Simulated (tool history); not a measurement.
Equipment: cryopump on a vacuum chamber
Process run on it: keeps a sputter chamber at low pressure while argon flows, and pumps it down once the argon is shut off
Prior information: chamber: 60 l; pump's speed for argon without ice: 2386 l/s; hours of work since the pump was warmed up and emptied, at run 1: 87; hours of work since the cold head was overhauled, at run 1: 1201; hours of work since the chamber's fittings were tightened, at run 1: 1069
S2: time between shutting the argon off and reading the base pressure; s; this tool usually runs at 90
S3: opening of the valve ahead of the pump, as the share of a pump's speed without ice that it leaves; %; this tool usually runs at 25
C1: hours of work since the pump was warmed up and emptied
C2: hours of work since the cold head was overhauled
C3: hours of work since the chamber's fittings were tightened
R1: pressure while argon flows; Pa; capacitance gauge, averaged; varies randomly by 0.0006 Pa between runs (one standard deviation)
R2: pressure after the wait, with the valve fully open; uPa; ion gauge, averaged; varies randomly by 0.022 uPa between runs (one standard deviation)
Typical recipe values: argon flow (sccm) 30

Run 1, hour 0: usual settings; C1 87; C2 1201; C3 1069. Result: R1 0.0858 Pa, R2 1.3 uPa.
Run 2, hour 63.8: usual settings but argon flow (sccm) 33; C1 142; C2 1256; C3 1124. Result: R1 0.0945 Pa, R2 1.36 uPa.
Run 3, hour 108.9: usual settings but argon flow (sccm) 33; C1 181; C2 1295; C3 1163. Result: R1 0.0952 Pa, R2 1.4 uPa.
Run 4, hour 156.9: usual settings but argon flow (sccm) 33; C1 223; C2 1337; C3 1204. Result: R1 0.096 Pa, R2 1.41 uPa.
Run 5, hour 190.3: usual settings but argon flow (sccm) 33; C1 251; C2 1365; C3 1233. Result: R1 0.0954 Pa, R2 1.43 uPa.
Run 6, hour 236.3: usual settings but argon flow (sccm) 33; C1 291; C2 1405; C3 1273. Result: R1 0.0956 Pa, R2 1.49 uPa.
Run 7, hour 294.8: usual settings but argon flow (sccm) 33, S2 57 s; C1 342; C2 1456; C3 1324. Result: R1 0.0974 Pa, R2 1.79 uPa.
Run 8, hour 344.8: usual settings but argon flow (sccm) 33, S2 57 s; C1 385; C2 1499; C3 1367. Result: R1 0.0982 Pa, R2 1.77 uPa.
Run 9, hour 382.6: usual settings but argon flow (sccm) 33, S2 57 s; C1 418; C2 1532; C3 1400. Result: R1 0.0974 Pa, R2 1.84 uPa.
Run 10, hour 439.4: usual settings but argon flow (sccm) 33, S2 57 s; C1 467; C2 1581; C3 1449. Result: R1 0.0974 Pa, R2 1.92 uPa.
Run 11, hour 501.5: usual settings but argon flow (sccm) 36, S2 79 s; C1 521; C2 1635; C3 1502. Result: R1 0.1079 Pa, R2 1.85 uPa.

Each row is a separate what-if for the run after 11, all from the same tool condition, not one after another. Results?
Run A, hour 545.6: usual settings but argon flow (sccm) 36, S2 79 s, S3 40 %; C1 559; C2 1673; C3 1541. Result: R1 ?, R2 ?.
Run B, hour 545.6: usual settings but argon flow (sccm) 15, S2 79 s; C1 559; C2 1673; C3 1541. Result: R1 ?, R2 ?.
Run C, hour 545.6: usual settings but argon flow (sccm) 44, S2 79 s, S3 49 %; C1 559; C2 1673; C3 1541. Result: R1 ?, R2 ?.
Run D, hour 545.6: usual settings but argon flow (sccm) 59, S2 172 s, S3 52 %; C1 559; C2 1673; C3 1541. Result: R1 ?, R2 ?.
Run E, hour 545.6: usual settings but argon flow (sccm) 18, S2 79 s, S3 35 %; C1 559; C2 1673; C3 1541. Result: R1 ?, R2 ?.

run      R1    R2
  A  0.0702  1.83
  B  0.0459   1.9
  C   0.072  1.89
  D   0.091   1.7
  E  0.0387  1.88
Take away the tool's hidden state, keep each run's random variation, and the runs would have read:
run      R1    R2
  A  0.0643  0.57
  B  0.0435  0.57
  C  0.0648   0.6
  D  0.0814  0.38
  E  0.0358  0.59

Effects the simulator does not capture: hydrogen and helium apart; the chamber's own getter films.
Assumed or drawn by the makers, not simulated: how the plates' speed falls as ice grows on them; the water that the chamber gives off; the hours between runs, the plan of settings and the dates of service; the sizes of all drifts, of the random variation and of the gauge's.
